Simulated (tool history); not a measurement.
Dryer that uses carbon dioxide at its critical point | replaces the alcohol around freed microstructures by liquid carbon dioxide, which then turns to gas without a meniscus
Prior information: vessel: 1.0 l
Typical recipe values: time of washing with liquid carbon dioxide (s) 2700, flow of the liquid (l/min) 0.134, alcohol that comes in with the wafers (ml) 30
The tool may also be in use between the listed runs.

run,hour,time of washing with liquid carbon dioxide (s),flow of the liquid (l/min),alcohol that comes in with the wafers (ml),alcohol left in the vessel before it's heated (ppm by volume)
1,0.0,2700,0.134,30,170
2,23.2,2700,0.134,30,192
3,47.1,2700,0.134,30,191
4,72.7,2700,0.090,30,1026
5,88.5,2700,0.203,30,26
6,104.8,2700,0.089,30,1107
7,117.8,2700,0.089,30,1151
8,145.8,2700,0.134,30,247
9,164.9,2700,0.134,30,251
10,182.4,2700,0.083,30,1507
11,197.7,2700,0.083,30,1575
12,217.4,2700,0.084,30,1560
13,234.6,2700,0.134,30,289
14,259.5,2700,0.097,30,1026
15,273.4,2700,0.134,30,307
# hour 284.0: inlet filter changed
16,304.8,2700,0.134,30,192
17,319.2,2700,0.212,30,46
18,349.2,2700,0.212,30,38
19,369.7,2700,0.212,84,63
20,395.5,2700,0.212,84,69
21,422.6,2700,0.212,84,67
22,451.8,2700,0.212,84,79
23,464.3,2700,0.212,84,78
24,489.9,2700,0.212,84,78
25,511.5,2700,0.212,37,72
26,535.5,1860,0.084,71,9186
27,556.0,1740,0.108,73,6334
28,585.6,1740,0.207,25,285
# hour 591.0: inlet filter changed
29,599.8,2700,0.081,30,1368
30,617.6,2700,0.081,30,1375
31,636.3,2460,0.094,30,1134
32,657.2,2460,0.154,31,206
33,675.5,2700,0.095,36,1047
34,699.0,1920,0.180,26,271
35,723.2,1920,0.201,26,187
36,751.0,2280,0.222,72,138
37,776.2,3480,0.222,27,71
38,790.1,2700,0.182,64,157
39,803.8,3000,0.188,76,109
40,829.5,3000,0.188,76,114
41,853.1,3000,0.188,76,125
42,871.6,4140,0.219,34,79
# hour 897.6: inlet filter changed
43,899.7,3420,0.173,34,88
44,923.8,3240,0.173,27,90
45,946.7,3420,0.158,22,90
46,968.6,3420,0.158,22,86
47,984.1,2280,0.135,30,485

Table of differences, measured result less the result of that run with no hidden state. Run-to-run variation is the same in both. Gauge scatter possibly is not:
Hidden state present: flow that reaches the vessel past the clogged filter, %; alcohol in the recycled carbon dioxide, ppm; drift of the gauge itself on alcohol_ppm, %.
run,alcohol left in the vessel before it's heated (ppm by volume)
1,+16
2,+25
3,+34
4,+136
5,+18
6,+184
7,+209
8,+80
9,+91
10,+351
11,+387
12,+421
13,+131
14,+361
15,+150
16,+41
17,+33
18,+35
19,+43
20,+45
21,+50
22,+54
23,+55
24,+63
25,+54
26,+1828
27,+1598
28,+155
29,+80
30,+107
31,+121
32,+77
33,+173
34,+101
35,+92
36,+88
37,+67
38,+102
39,+85
40,+91
41,+94
42,+73
43,+73
44,+75
45,+81
46,+80
47,+138
